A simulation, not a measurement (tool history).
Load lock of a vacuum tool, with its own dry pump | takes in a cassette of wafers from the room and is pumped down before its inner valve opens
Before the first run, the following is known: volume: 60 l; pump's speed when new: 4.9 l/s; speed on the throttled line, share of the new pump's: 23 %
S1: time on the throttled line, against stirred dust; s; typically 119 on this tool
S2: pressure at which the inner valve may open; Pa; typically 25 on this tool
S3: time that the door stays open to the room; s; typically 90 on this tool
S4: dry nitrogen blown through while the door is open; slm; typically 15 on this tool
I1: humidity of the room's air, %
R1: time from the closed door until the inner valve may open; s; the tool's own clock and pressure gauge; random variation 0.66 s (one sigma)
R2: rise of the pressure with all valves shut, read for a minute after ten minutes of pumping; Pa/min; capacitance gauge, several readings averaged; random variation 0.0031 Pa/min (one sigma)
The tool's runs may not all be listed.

{"run": 1, "hour": 0.0, "S1": 119, "S2": 25, "S3": 90, "S4": 15, "I1": 45.3, "R1": 193.4, "R2": 0.06}
{"run": 2, "hour": 73.8, "S1": 119, "S2": 25, "S3": 90, "S4": 15, "I1": 46.2, "R1": 193.2, "R2": 0.064}
{"run": 3, "hour": 156.5, "S1": 119, "S2": 29, "S3": 90, "S4": 15, "I1": 46.1, "R1": 190.9, "R2": 0.06}
{"run": 4, "hour": 214.8, "S1": 119, "S2": 25, "S3": 90, "S4": 15, "I1": 46.2, "R1": 193.8, "R2": 0.063}
{"run": 5, "hour": 317.5, "S1": 119, "S2": 25, "S3": 90, "S4": 15, "I1": 46.2, "R1": 194.4, "R2": 0.064}
{"run": 6, "hour": 385.7, "S1": 119, "S2": 25, "S3": 90, "S4": 15, "I1": 45.8, "R1": 192.8, "R2": 0.063}
{"run": 7, "hour": 449.9, "S1": 119, "S2": 25, "S3": 90, "S4": 15, "I1": 42.3, "R1": 194.4, "R2": 0.055}
{"run": 8, "hour": 516.0, "S1": 119, "S2": 25, "S3": 90, "S4": 15, "I1": 48.3, "R1": 193.9, "R2": 0.069}
{"run": 9, "hour": 619.5, "S1": 119, "S2": 25, "S3": 90, "S4": 15, "I1": 48.1, "R1": 193.1, "R2": 0.065}
{"run": 10, "hour": 679.0, "S1": 119, "S2": 25, "S3": 90, "S4": 15, "I1": 45.3, "R1": 192.4, "R2": 0.06}
{"run": 11, "hour": 778.6, "S1": 119, "S2": 25, "S3": 90, "S4": 15, "I1": 48.3, "R1": 193.5, "R2": 0.068}
{"run": 12, "hour": 902.1, "S1": 119, "S2": 25, "S3": 90, "S4": 15, "I1": 45.2, "R1": 192.2, "R2": 0.062}
{"run": 13, "hour": 988.0, "S1": 119, "S2": 25, "S3": 90, "S4": 15, "I1": 42.7, "R1": 193.2, "R2": 0.054}
{"run": 14, "hour": 1083.7, "S1": 119, "S2": 25, "S3": 90, "S4": 15, "I1": 42.0, "R1": 193.2, "R2": 0.055}
{"run": 15, "hour": 1201.5, "S1": 181, "S2": 46, "S3": 78, "S4": 15, "I1": 44.6, "R1": 233.9, "R2": 0.06}
{"run": 16, "hour": 1295.9, "S1": 181, "S2": 46, "S3": 78, "S4": 15, "I1": 46.7, "R1": 232.8, "R2": 0.065}
{"run": 17, "hour": 1388.7, "S1": 119, "S2": 42, "S3": 90, "S4": 15, "I1": 45.9, "R1": 186.4, "R2": 0.065}
{"run": 18, "hour": 1481.3, "S1": 119, "S2": 27, "S3": 90, "S4": 15, "I1": 46.9, "R1": 192.7, "R2": 0.068}
{"run": 19, "hour": 1560.0, "S1": 235, "S2": 41, "S3": 232, "S4": 13, "I1": 45.3, "R1": 278.0, "R2": 0.09}
{"run": 20, "hour": 1638.6, "S1": 235, "S2": 41, "S3": 232, "S4": 13, "I1": 44.2, "R1": 275.4, "R2": 0.09}
{"run": 21, "hour": 1704.2, "S1": 235, "S2": 41, "S3": 232, "S4": 13, "I1": 44.9, "R1": 275.7, "R2": 0.094}
{"run": 22, "hour": 1784.7, "S1": 139, "S2": 46, "S3": 232, "S4": 13, "I1": 45.6, "R1": 201.6, "R2": 0.097}
{"run": 23, "hour": 1851.1, "S1": 238, "S2": 35, "S3": 104, "S4": 17, "I1": 45.6, "R1": 281.4, "R2": 0.066}
{"run": 24, "hour": 1953.1, "S1": 109, "S2": 25, "S3": 90, "S4": 15, "I1": 45.9, "R1": 185.2, "R2": 0.064}

What if the next run were any one of these 3? Each begins from the tool's condition after run 24:
{"run": "A", "hour": 2009.4, "S1": 119, "S2": 25, "S3": 150, "S4": 7, "I1": 42.2, "R1": "?", "R2": "?"}
{"run": "B", "hour": 2009.4, "S1": 119, "S2": 25, "S3": 86, "S4": 15, "I1": 45.1, "R1": "?", "R2": "?"}
{"run": "C", "hour": 2009.4, "S1": 68, "S2": 25, "S3": 98, "S4": 15, "I1": 47.7, "R1": "?", "R2": "?"}

run=A R1=192.5 R2=0.084
run=B R1=192.9 R2=0.060
run=C R1=154.1 R2=0.067
With no hidden state in the tool, these same runs would have given:
run=A R1=192.5 R2=0.084
run=B R1=192.9 R2=0.060
run=C R1=154.0 R2=0.066

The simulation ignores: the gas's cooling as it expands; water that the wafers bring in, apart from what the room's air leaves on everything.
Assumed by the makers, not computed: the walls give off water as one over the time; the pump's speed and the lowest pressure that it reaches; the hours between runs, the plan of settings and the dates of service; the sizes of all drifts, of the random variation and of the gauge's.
